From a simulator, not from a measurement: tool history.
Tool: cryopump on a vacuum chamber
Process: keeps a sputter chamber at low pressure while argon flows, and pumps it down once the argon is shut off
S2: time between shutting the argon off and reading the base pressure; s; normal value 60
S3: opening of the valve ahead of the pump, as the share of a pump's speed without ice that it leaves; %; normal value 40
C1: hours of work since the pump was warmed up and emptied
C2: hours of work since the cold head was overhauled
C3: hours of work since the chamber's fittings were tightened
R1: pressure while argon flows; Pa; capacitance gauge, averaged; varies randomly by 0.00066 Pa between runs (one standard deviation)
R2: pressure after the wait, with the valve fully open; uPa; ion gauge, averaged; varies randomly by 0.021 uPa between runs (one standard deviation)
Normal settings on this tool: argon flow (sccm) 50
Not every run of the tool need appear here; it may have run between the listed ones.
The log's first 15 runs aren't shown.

Run 16, hour 650: usual settings but argon flow (sccm) 66; C1 248; C2 972; C3 1698. Result: R1 0.1508 Pa, R2 1.32 uPa.
Run 17, hour 681.2: usual settings but argon flow (sccm) 25; C1 265; C2 989; C3 1715. Result: R1 0.0573 Pa, R2 1.27 uPa.
Run 18, hour 718.9: usual settings but argon flow (sccm) 27, S2 36 s, S3 17 %; C1 286; C2 1010; C3 1736. Result: R1 0.1422 Pa, R2 1.52 uPa.
Run 19, hour 747: usual settings but S3 29 %; C1 301; C2 1025; C3 1751. Result: R1 0.1572 Pa, R2 1.34 uPa.
Run 20, hour 804.2: usual settings but argon flow (sccm) 64, S2 30 s, S3 27 %; C1 333; C2 1057; C3 1782. Result: R1 0.2153 Pa, R2 1.63 uPa.
Run 21, hour 849.6: usual settings but S2 65 s, S3 22 %; C1 358; C2 1082; C3 1807. Result: R1 0.2071 Pa, R2 1.38 uPa.
Run 22, hour 908.7: usual settings but argon flow (sccm) 49, S2 271 s, S3 32 %; C1 390; C2 1114; C3 1840. Result: R1 0.1424 Pa, R2 1.18 uPa.
Run 23, hour 972.1: usual settings but argon flow (sccm) 49, S2 271 s, S3 32 %; C1 425; C2 1149; C3 1875. Result: R1 0.1443 Pa, R2 1.17 uPa.
Run 24, hour 1035.5: usual settings but argon flow (sccm) 49, S2 231 s, S3 32 %; C1 460; C2 1184; C3 1909. Result: R1 0.1449 Pa, R2 1.29 uPa.
Run 25, hour 1070.8: usual settings but argon flow (sccm) 49, S2 231 s, S3 32 %; C1 479; C2 1203; C3 1929. Result: R1 0.1458 Pa, R2 1.27 uPa.
Run 26, hour 1127.3: usual settings but argon flow (sccm) 49, S2 231 s, S3 32 %; C1 510; C2 1234; C3 1960. Result: R1 0.1455 Pa, R2 1.33 uPa.
At hour 1156.7: leaking fittings of the chamber tightened, without venting.
Run 27, hour 1173: usual settings but argon flow (sccm) 49, S2 231 s, S3 32 %; C1 534; C2 1258; C3 9. Result: R1 0.1467 Pa, R2 0.28 uPa.
Run 28, hour 1227.3: usual settings but argon flow (sccm) 69, S2 231 s, S3 20 %; C1 564; C2 1288; C3 39. Result: R1 0.3228 Pa, R2 0.31 uPa.
Run 29, hour 1282.9: usual settings but argon flow (sccm) 69, S2 231 s, S3 20 %; C1 594; C2 1318; C3 69. Result: R1 0.3214 Pa, R2 0.35 uPa.
Run 30, hour 1343.7: usual settings but argon flow (sccm) 69, S2 231 s, S3 20 %; C1 627; C2 1351; C3 103. Result: R1 0.3245 Pa, R2 0.33 uPa.
Run 31, hour 1402.2: usual settings but argon flow (sccm) 69, S2 30 s, S3 37 %; C1 660; C2 1383; C3 135. Result: R1 0.1866 Pa, R2 0.94 uPa.
Run 32, hour 1438.2: usual settings but argon flow (sccm) 44, S2 28 s, S3 23 %; C1 679; C2 1403; C3 154. Result: R1 0.1831 Pa, R2 0.99 uPa.
Run 33, hour 1483.5: usual settings but argon flow (sccm) 33, S2 73 s, S3 23 %; C1 704; C2 1428; C3 179. Result: R1 0.1378 Pa, R2 0.59 uPa.

Each row is a separate what-if for the run after 33, all from the same tool condition, not one after another. Results?
At hour 1525: pump warmed up, emptied and cooled again.
Run A, hour 1534.2: usual settings but argon flow (sccm) 33, S2 259 s, S3 46 %; C1 5; C2 1453; C3 204. Result: R1 ?, R2 ?.
At hour 1525: pump warmed up, emptied and cooled again.
Run B, hour 1534.2: usual settings but argon flow (sccm) 92, S2 73 s, S3 23 %; C1 5; C2 1453; C3 204. Result: R1 ?, R2 ?.
At hour 1525: pump warmed up, emptied and cooled again.
Run C, hour 1534.2: usual settings but argon flow (sccm) 83, S2 34 s, S3 24 %; C1 5; C2 1453; C3 204. Result: R1 ?, R2 ?.

run      R1    R2
  A  0.0635  0.36
  B  0.3502  0.49
  C  0.3033  0.77
Without the tool's unlogged condition, the same runs would have read:
run      R1    R2
  A  0.0624  0.27
  B  0.3474  0.39
  C  0.3007  0.68
